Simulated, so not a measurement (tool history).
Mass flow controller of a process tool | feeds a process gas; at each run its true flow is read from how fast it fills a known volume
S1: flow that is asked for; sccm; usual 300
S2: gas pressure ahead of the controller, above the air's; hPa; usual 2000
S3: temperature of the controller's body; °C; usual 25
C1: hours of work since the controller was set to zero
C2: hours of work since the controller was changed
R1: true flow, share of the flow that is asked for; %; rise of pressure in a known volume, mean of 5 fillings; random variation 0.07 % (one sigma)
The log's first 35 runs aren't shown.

| run | day | S1 | S2 | S3 | C1 | C2 | R1 |
|---|---|---|---|---|---|---|---|
| 36 | 144.171 | 327 | 2010 | 24 | 257 | 1598 | 100.06 |
| 37 | 149.692 | 69 | 1710 | 25 | 300 | 1640 | 99.18 |
| 38 | 153.742 | 71 | 2000 | 25 | 331 | 1671 | 99.29 |
| 39 | 156.667 | 256 | 2000 | 28 | 353 | 1694 | 99.60 |
| 40 | 160.104 | 256 | 2000 | 28 | 379 | 1720 | 99.50 |
| 41 | 162.738 | 256 | 2000 | 28 | 400 | 1740 | 99.62 |
| 42 | 166.267 | 256 | 2000 | 28 | 427 | 1767 | 99.68 |
| 43 | 171.583 | 256 | 2000 | 28 | 467 | 1808 | 99.61 |
| 44 | 175.554 | 453 | 1610 | 23 | 498 | 1838 | 100.71 |
| 45 | 179.504 | 453 | 1610 | 23 | 528 | 1869 | 100.60 |
| 46 | 182.667 | 300 | 1970 | 27 | 552 | 1893 | 99.86 |

3 ways to go on from here, each from the tool as it stands after run 46. What would each give?
| A | 186.529 | 300 | 1600 | 25 | 582 | 1922 | ? |
| B | 186.529 | 300 | 1970 | 25 | 582 | 1922 | ? |
| C | 186.529 | 251 | 2000 | 39 | 582 | 1922 | ? |

| run | R1 |
|---|---|
| A | 99.94 |
| B | 100.00 |
| C | 99.08 |
Without the tool's hidden state the same runs would have given:
| run | R1 |
|---|---|
| A | 98.99 |
| B | 99.05 |
| C | 98.10 |
